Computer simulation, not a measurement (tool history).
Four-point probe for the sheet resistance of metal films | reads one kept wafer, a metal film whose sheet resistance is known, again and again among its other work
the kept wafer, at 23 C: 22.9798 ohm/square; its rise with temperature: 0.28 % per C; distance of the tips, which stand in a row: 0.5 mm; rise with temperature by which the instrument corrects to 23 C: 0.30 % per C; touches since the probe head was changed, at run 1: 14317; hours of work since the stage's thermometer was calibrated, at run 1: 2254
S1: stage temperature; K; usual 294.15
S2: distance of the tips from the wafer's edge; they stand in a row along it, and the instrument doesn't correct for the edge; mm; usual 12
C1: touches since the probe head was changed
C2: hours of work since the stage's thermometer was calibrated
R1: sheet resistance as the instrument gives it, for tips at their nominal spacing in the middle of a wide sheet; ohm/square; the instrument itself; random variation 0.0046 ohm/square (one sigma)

run,hour,S1,S2,C1,C2,R1
1,0.0,294.15,12,14317,2254,23.232865
2,115.5,294.15,12,16096,2321,23.234708
3,205.7,294.15,12,17486,2373,23.255065
4,299.5,294.15,12,18930,2427,23.257752
5,363.5,294.15,26,19916,2465,23.230061
6,441.7,294.15,12,21119,2510,23.265575
7,576.7,294.15,12,23198,2588,23.260740
8,654.6,294.15,12,24399,2633,23.281004
# hour 731.8: stage's thermometer calibrated
9,777.2,294.15,18,26280,26,23.208034
10,915.4,294.15,18,28407,106,23.217538
11,1017.0,294.15,18,29972,165,23.228272
12,1117.2,294.15,11,31516,223,23.243732
13,1179.3,305.15,12,32472,259,23.174226
14,1317.5,294.15,33,34600,338,23.225493
15,1376.7,294.15,18,35512,373,23.235533
16,1456.5,294.15,18,36741,419,23.242527
17,1512.7,294.15,18,37606,451,23.246670
18,1651.7,304.15,18,39748,532,23.199365
19,1714.5,304.15,18,40714,568,23.188607
20,1839.1,294.15,46,42634,640,23.260301
21,1973.8,292.15,12,44709,718,23.294318
22,2112.4,294.15,23,46843,798,23.272996
23,2168.4,307.15,5,47705,830,23.334076
24,2294.2,307.15,5,49642,903,23.337760
25,2350.5,302.15,3,50509,935,23.587584
26,2466.8,302.15,3,52301,1002,23.587668
27,2575.6,299.15,50,53977,1065,23.266763
28,2660.7,291.15,26,55287,1115,23.334724
29,2791.6,302.15,36,57304,1190,23.262761
30,2876.3,301.15,40,58607,1239,23.280983
31,2943.5,293.15,3,59643,1278,23.683187
32,2999.5,302.15,55,60505,1310,23.280466
33,3073.4,296.15,13,61642,1353,23.336380
34,3169.5,296.15,13,63124,1408,23.337146
35,3242.6,296.15,13,64249,1451,23.346389
36,3348.7,296.15,13,65884,1512,23.354939
37,3404.7,296.15,13,66745,1544,23.353975
38,3499.9,296.15,13,68212,1599,23.351792
39,3562.5,308.15,12,69175,1636,23.299906
40,3653.2,301.15,22,70573,1688,23.327116
41,3712.6,301.15,22,71488,1722,23.334215
42,3788.0,301.15,22,72649,1766,23.328159
43,3868.6,296.15,12,73890,1812,23.390570
44,3994.4,302.15,13,75827,1885,23.361833

Forecast each of these 3 alternatives for the next run:
A,4122.7,301.15,12,77803,1959,?
B,4122.7,292.15,10,77803,1959,?
C,4122.7,294.15,42,77803,1959,?

run,R1
A,23.365184
B,23.439739
C,23.379408
Without the tool's hidden state the same runs would have given:
run,R1
A,22.969548
B,23.041583
C,22.982530
